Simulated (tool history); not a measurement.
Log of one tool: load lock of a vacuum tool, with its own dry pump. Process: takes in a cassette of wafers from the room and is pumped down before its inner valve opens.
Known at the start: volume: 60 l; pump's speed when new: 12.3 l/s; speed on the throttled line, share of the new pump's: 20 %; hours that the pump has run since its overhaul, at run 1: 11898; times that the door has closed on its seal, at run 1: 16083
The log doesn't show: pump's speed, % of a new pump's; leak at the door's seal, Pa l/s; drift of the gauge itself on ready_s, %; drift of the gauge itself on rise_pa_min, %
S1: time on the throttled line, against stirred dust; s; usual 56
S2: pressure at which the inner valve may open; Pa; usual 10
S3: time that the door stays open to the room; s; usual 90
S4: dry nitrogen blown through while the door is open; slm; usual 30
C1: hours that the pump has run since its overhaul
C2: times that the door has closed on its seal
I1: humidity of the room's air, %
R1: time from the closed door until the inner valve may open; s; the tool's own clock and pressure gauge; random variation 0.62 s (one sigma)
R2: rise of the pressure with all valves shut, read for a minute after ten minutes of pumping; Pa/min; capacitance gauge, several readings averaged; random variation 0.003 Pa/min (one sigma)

run	hour	S1	S2	S3	S4	C1	C2	I1	R1	R2
1	0	56	10	90	30	11898	16083	45.5	90.1	0.018
# hour 251.7: dry pump taken out, an overhauled one fitted
2	354.6	56	10	90	30	103	17648	49.6	90.3	0.026
3	558.3	46	10	90	30	307	18561	45.9	82.5	0.022
4	867.6	46	11	90	30	616	19949	44.3	83	0.019
5	1137.7	56	10	90	30	886	21161	45.1	90.6	0.019
6	1549.7	86	10	90	30	1298	23009	44.3	113.7	0.019
7	1867	86	10	173	30	1615	24434	46.6	114.7	0.04
8	2078.4	56	10	90	30	1827	25382	43.1	90.3	0.022
9	2399.4	56	10	90	30	2148	26822	44.7	89.8	0.019
10	2806.4	56	16	90	30	2555	28648	45.3	87.4	0.02
11	3180.2	85	16	90	32	2928	30325	47.9	110.5	0.02
12	3493.1	109	8	194	4	3241	31730	44.9	135.4	0.053
13	3876	109	8	194	4	3624	33447	50.2	136.1	0.066
14	4184	56	13	90	14	3932	34829	44.1	88	0.027
15	4406.1	58	13	57	45	4154	35826	45.6	91	0.015

Hidden state at the last listed run before each entry between runs and at the first one after, where it differs:
Between runs 1 and 2: dry pump taken out, an overhauled one fitted (hour 251.7)
  pump's speed, % of a new pump's: 99.8 -> 100
